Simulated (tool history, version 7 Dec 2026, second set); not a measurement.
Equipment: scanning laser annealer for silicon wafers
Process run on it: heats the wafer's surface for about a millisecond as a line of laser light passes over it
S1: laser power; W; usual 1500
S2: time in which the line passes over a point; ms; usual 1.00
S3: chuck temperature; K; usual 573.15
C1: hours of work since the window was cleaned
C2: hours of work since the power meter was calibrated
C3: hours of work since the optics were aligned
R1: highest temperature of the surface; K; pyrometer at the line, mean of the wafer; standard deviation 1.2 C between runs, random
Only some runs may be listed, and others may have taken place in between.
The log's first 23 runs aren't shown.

Run 24, hour 223.5: usual settings but S1 1465 W, S2 0.83 ms, S3 545.15 K; C1 293; C2 249; C3 1780. Result: R1 1199.15 K.
Run 25, hour 235.6: usual settings but S1 1485 W, S2 1.16 ms, S3 589.15 K; C1 302; C2 257; C3 1789. Result: R1 1378.15 K.
Run 26, hour 243.0: usual settings but S1 1485 W, S2 1.16 ms, S3 589.15 K; C1 307; C2 262; C3 1794. Result: R1 1377.15 K.
Run 27, hour 249.8: usual settings but S2 0.96 ms, S3 596.15 K; C1 311; C2 266; C3 1798. Result: R1 1320.15 K.
Run 28, hour 261.6: usual settings but S3 545.15 K; C1 319; C2 274; C3 1806. Result: R1 1280.15 K.
At hour 270.7: window over the wafer cleaned.
At hour 275.7: optics aligned, line set to its width.
Run 29, hour 279.9: usual settings but S1 1634 W, S3 590.15 K; C1 3; C2 282; C3 3. Result: R1 1430.15 K.
Run 30, hour 286.8: usual settings but S1 1391 W, S3 591.15 K; C1 8; C2 287; C3 8. Result: R1 1302.15 K.
Run 31, hour 293.7: usual settings but S1 1391 W, S3 540.15 K; C1 12; C2 291; C3 12. Result: R1 1249.15 K.
Run 32, hour 304.5: usual settings but S2 1.23 ms, S3 569.15 K; C1 19; C2 299; C3 19. Result: R1 1427.15 K.
Run 33, hour 313.6: usual settings but S1 1512 W, S2 0.75 ms; C1 26; C2 305; C3 26. Result: R1 1241.15 K.
Run 34, hour 325.4: usual settings but S1 1512 W, S2 0.75 ms; C1 34; C2 313; C3 34. Result: R1 1237.15 K.
Run 35, hour 337.8: usual settings but S1 1512 W, S2 0.75 ms; C1 42; C2 321; C3 42. Result: R1 1238.15 K.
Run 36, hour 345.9: usual settings but S1 1512 W, S2 0.72 ms; C1 48; C2 327; C3 48. Result: R1 1221.15 K.
Run 37, hour 354.8: usual settings but S1 1378 W, S2 0.76 ms, S3 578.15 K; C1 54; C2 333; C3 54. Result: R1 1184.15 K.
Run 38, hour 361.2: usual settings but S1 1321 W, S3 593.15 K; C1 58; C2 337; C3 58. Result: R1 1262.15 K.
Run 39, hour 374.2: usual settings but S1 1560 W, S2 0.79 ms, S3 603.15 K; C1 67; C2 346; C3 67. Result: R1 1303.15 K.
Run 40, hour 380.3: usual settings but S1 1619 W, S2 1.15 ms, S3 550.15 K; C1 71; C2 350; C3 71. Result: R1 1444.15 K.
Run 41, hour 390.6: usual settings but S1 1619 W, S2 0.99 ms, S3 586.15 K; C1 78; C2 357; C3 78. Result: R1 1408.15 K.

Branching from run 41: 4 alternative next runs. What would each branch give?
Run A, hour 398.6: usual settings but S2 0.95 ms, S3 542.15 K; C1 83; C2 363; C3 83. Result: R1 ?.
Run B, hour 398.6: usual settings but S1 1409 W, S2 0.90 ms, S3 587.15 K; C1 83; C2 363; C3 83. Result: R1 ?.
Run C, hour 398.6: usual settings but S1 1612 W, S2 0.99 ms, S3 574.15 K; C1 83; C2 363; C3 83. Result: R1 ?.
Run D, hour 398.6: usual settings but S1 1340 W, S3 576.15 K; C1 83; C2 363; C3 83. Result: R1 ?.

run       R1
  A  1286.15
  B  1264.15
  C  1393.15
  D  1254.15
With the hidden condition removed and each run's random variation left untouched, the same runs would have given:
run       R1
  A  1293.15
  B  1270.15
  C  1401.15
  D  1261.15
